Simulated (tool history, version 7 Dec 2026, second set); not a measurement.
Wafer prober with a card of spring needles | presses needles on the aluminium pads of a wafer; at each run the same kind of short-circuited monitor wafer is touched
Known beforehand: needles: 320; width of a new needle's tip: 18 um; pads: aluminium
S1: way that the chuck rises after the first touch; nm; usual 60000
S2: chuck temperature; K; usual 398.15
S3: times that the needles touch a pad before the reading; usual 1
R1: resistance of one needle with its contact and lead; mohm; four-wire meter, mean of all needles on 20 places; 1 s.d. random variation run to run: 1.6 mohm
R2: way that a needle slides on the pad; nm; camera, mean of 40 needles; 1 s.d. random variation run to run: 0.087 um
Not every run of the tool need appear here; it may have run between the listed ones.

{"run": 1, "hour": 0.0, "S1": 60000, "S2": 398.15, "S3": 1, "R1": 154, "R2": 15140}
{"hour": 4.8, "done": "tips cleaned on abrasive film"}
{"hour": 9.3, "done": "tips cleaned on abrasive film"}
{"hour": 14.0, "done": "tips cleaned on abrasive film"}
{"run": 2, "hour": 15.3, "S1": 60000, "S2": 398.15, "S3": 1, "R1": 157, "R2": 15080}
{"hour": 18.2, "done": "tips cleaned on abrasive film"}
{"hour": 23.0, "done": "tips cleaned on abrasive film"}
{"hour": 27.4, "done": "tips cleaned on abrasive film"}
{"run": 3, "hour": 27.6, "S1": 60000, "S2": 398.15, "S3": 1, "R1": 152, "R2": 15040}
{"hour": 31.8, "done": "tips cleaned on abrasive film"}
{"hour": 36.0, "done": "tips cleaned on abrasive film"}
{"run": 4, "hour": 36.5, "S1": 60000, "S2": 398.15, "S3": 1, "R1": 154, "R2": 15030}
{"hour": 41.0, "done": "tips cleaned on abrasive film"}
{"hour": 44.8, "done": "height of the first contact set anew"}
{"hour": 45.8, "done": "tips cleaned on abrasive film"}
{"run": 5, "hour": 49.1, "S1": 60000, "S2": 398.15, "S3": 1, "R1": 155, "R2": 15060}
{"hour": 50.0, "done": "tips cleaned on abrasive film"}
{"hour": 54.8, "done": "tips cleaned on abrasive film"}
{"hour": 59.1, "done": "tips cleaned on abrasive film"}
{"hour": 63.8, "done": "tips cleaned on abrasive film"}
{"run": 6, "hour": 64.1, "S1": 60000, "S2": 398.15, "S3": 1, "R1": 156, "R2": 15070}
{"hour": 68.0, "done": "tips cleaned on abrasive film"}
{"run": 7, "hour": 70.5, "S1": 60000, "S2": 398.15, "S3": 1, "R1": 155, "R2": 15150}
{"hour": 72.4, "done": "tips cleaned on abrasive film"}
{"hour": 77.4, "done": "tips cleaned on abrasive film"}
{"run": 8, "hour": 79.5, "S1": 60000, "S2": 398.15, "S3": 1, "R1": 152, "R2": 15170}
{"hour": 81.6, "done": "tips cleaned on abrasive film"}
{"hour": 86.2, "done": "tips cleaned on abrasive film"}
{"hour": 90.8, "done": "tips cleaned on abrasive film"}
{"hour": 95.0, "done": "tips cleaned on abrasive film"}
{"run": 9, "hour": 95.0, "S1": 60000, "S2": 398.15, "S3": 1, "R1": 155, "R2": 15070}
{"hour": 99.8, "done": "tips cleaned on abrasive film"}
{"hour": 104.7, "done": "tips cleaned on abrasive film"}
{"hour": 109.8, "done": "tips cleaned on abrasive film"}
{"run": 10, "hour": 109.8, "S1": 60000, "S2": 398.15, "S3": 1, "R1": 150, "R2": 14920}
{"hour": 114.2, "done": "tips cleaned on abrasive film"}
{"hour": 118.6, "done": "tips cleaned on abrasive film"}
{"run": 11, "hour": 122.1, "S1": 60000, "S2": 398.15, "S3": 1, "R1": 155, "R2": 15240}
{"hour": 123.2, "done": "tips cleaned on abrasive film"}
{"hour": 128.3, "done": "tips cleaned on abrasive film"}
{"hour": 132.9, "done": "tips cleaned on abrasive film"}
{"run": 12, "hour": 134.5, "S1": 60000, "S2": 398.15, "S3": 2, "R1": 156, "R2": 15090}
{"hour": 137.5, "done": "tips cleaned on abrasive film"}
{"hour": 142.5, "done": "tips cleaned on abrasive film"}
{"hour": 146.9, "done": "tips cleaned on abrasive film"}
{"run": 13, "hour": 148.2, "S1": 60000, "S2": 398.15, "S3": 1, "R1": 153, "R2": 15170}
{"hour": 151.8, "done": "tips cleaned on abrasive film"}
{"hour": 156.2, "done": "tips cleaned on abrasive film"}
{"hour": 161.1, "done": "tips cleaned on abrasive film"}
{"run": 14, "hour": 162.5, "S1": 60000, "S2": 398.15, "S3": 1, "R1": 152, "R2": 15210}
{"hour": 165.5, "done": "tips cleaned on abrasive film"}
{"hour": 170.1, "done": "tips cleaned on abrasive film"}
{"hour": 174.7, "done": "tips cleaned on abrasive film"}
{"hour": 175.0, "done": "height of the first contact set anew"}
{"run": 15, "hour": 175.0, "S1": 60000, "S2": 398.15, "S3": 1, "R1": 152, "R2": 15220}
{"hour": 179.4, "done": "tips cleaned on abrasive film"}
{"hour": 184.0, "done": "tips cleaned on abrasive film"}
{"run": 16, "hour": 187.5, "S1": 60000, "S2": 398.15, "S3": 1, "R1": 154, "R2": 15170}
{"hour": 188.4, "done": "tips cleaned on abrasive film"}
{"hour": 193.2, "done": "tips cleaned on abrasive film"}
{"hour": 197.3, "done": "tips cleaned on abrasive film"}
{"hour": 202.0, "done": "tips cleaned on abrasive film"}
{"run": 17, "hour": 202.8, "S1": 60000, "S2": 398.15, "S3": 1, "R1": 157, "R2": 15100}
{"hour": 206.2, "done": "tips cleaned on abrasive film"}
{"run": 18, "hour": 209.5, "S1": 60000, "S2": 398.15, "S3": 1, "R1": 153, "R2": 15250}
{"hour": 210.4, "done": "tips cleaned on abrasive film"}
{"hour": 215.2, "done": "tips cleaned on abrasive film"}
{"run": 19, "hour": 218.9, "S1": 57000, "S2": 398.15, "S3": 1, "R1": 156, "R2": 14410}
{"hour": 219.9, "done": "tips cleaned on abrasive film"}
{"hour": 224.6, "done": "tips cleaned on abrasive film"}
{"run": 20, "hour": 225.9, "S1": 57000, "S2": 398.15, "S3": 1, "R1": 155, "R2": 14450}
{"hour": 229.0, "done": "tips cleaned on abrasive film"}
{"hour": 233.8, "done": "tips cleaned on abrasive film"}
{"hour": 238.8, "done": "tips cleaned on abrasive film"}
{"run": 21, "hour": 239.8, "S1": 54000, "S2": 398.15, "S3": 2, "R1": 157, "R2": 13600}
{"hour": 243.5, "done": "tips cleaned on abrasive film"}
{"hour": 247.7, "done": "tips cleaned on abrasive film"}
{"hour": 252.5, "done": "tips cleaned on abrasive film"}
{"run": 22, "hour": 252.7, "S1": 54000, "S2": 332.15, "S3": 1, "R1": 148, "R2": 13430}
{"hour": 257.2, "done": "tips cleaned on abrasive film"}
{"run": 23, "hour": 259.3, "S1": 54000, "S2": 332.15, "S3": 1, "R1": 145, "R2": 13590}
{"hour": 261.4, "done": "tips cleaned on abrasive film"}
{"hour": 265.8, "done": "tips cleaned on abrasive film"}
{"run": 24, "hour": 267.3, "S1": 43000, "S2": 369.15, "S3": 3, "R1": 154, "R2": 10780}
{"hour": 270.3, "done": "tips cleaned on abrasive film"}
{"hour": 275.0, "done": "tips cleaned on abrasive film"}
{"hour": 279.2, "done": "tips cleaned on abrasive film"}
{"run": 25, "hour": 279.2, "S1": 43000, "S2": 319.15, "S3": 3, "R1": 149, "R2": 10850}
{"hour": 283.7, "done": "tips cleaned on abrasive film"}
{"hour": 288.2, "done": "tips cleaned on abrasive film"}
{"run": 26, "hour": 288.5, "S1": 43000, "S2": 319.15, "S3": 3, "R1": 146, "R2": 10860}
{"hour": 293.2, "done": "tips cleaned on abrasive film"}
{"hour": 298.2, "done": "tips cleaned on abrasive film"}
{"hour": 303.1, "done": "tips cleaned on abrasive film"}
{"run": 27, "hour": 303.8, "S1": 43000, "S2": 319.15, "S3": 3, "R1": 149, "R2": 10860}
{"hour": 304.8, "done": "height of the first contact set anew"}
{"hour": 307.9, "done": "tips cleaned on abrasive film"}
{"hour": 312.9, "done": "tips cleaned on abrasive film"}
{"hour": 317.9, "done": "tips cleaned on abrasive film"}
{"run": 28, "hour": 317.9, "S1": 58000, "S2": 398.15, "S3": 2, "R1": 157, "R2": 14620}

Consider 5 possible next runs. They are alternatives, not a sequence: every one starts from the tool as it was left by run 28. What does each give?
{"hour": 322.1, "done": "tips cleaned on abrasive film"}
{"hour": 326.5, "done": "tips cleaned on abrasive film"}
{"run": "A", "hour": 329.5, "S1": 49000, "S2": 398.15, "S3": 2, "R1": "?", "R2": "?"}
{"hour": 322.1, "done": "tips cleaned on abrasive film"}
{"hour": 326.5, "done": "tips cleaned on abrasive film"}
{"run": "B", "hour": 329.5, "S1": 69000, "S2": 327.15, "S3": 2, "R1": "?", "R2": "?"}
{"hour": 322.1, "done": "tips cleaned on abrasive film"}
{"hour": 326.5, "done": "tips cleaned on abrasive film"}
{"run": "C", "hour": 329.5, "S1": 68000, "S2": 347.15, "S3": 2, "R1": "?", "R2": "?"}
{"hour": 322.1, "done": "tips cleaned on abrasive film"}
{"hour": 326.5, "done": "tips cleaned on abrasive film"}
{"run": "D", "hour": 329.5, "S1": 69000, "S2": 351.15, "S3": 2, "R1": "?", "R2": "?"}
{"hour": 322.1, "done": "tips cleaned on abrasive film"}
{"hour": 326.5, "done": "tips cleaned on abrasive film"}
{"run": "E", "hour": 329.5, "S1": 60000, "S2": 353.15, "S3": 1, "R1": "?", "R2": "?"}

run=A R1=155 R2=12300
run=B R1=140 R2=17400
run=C R1=146 R2=17100
run=D R1=147 R2=17620
run=E R1=147 R2=15100
With the hidden condition removed and each run's random variation left untouched, the same runs would have given:
run=A R1=155 R2=12300
run=B R1=140 R2=17400
run=C R1=146 R2=17100
run=D R1=147 R2=17620
run=E R1=146 R2=15100
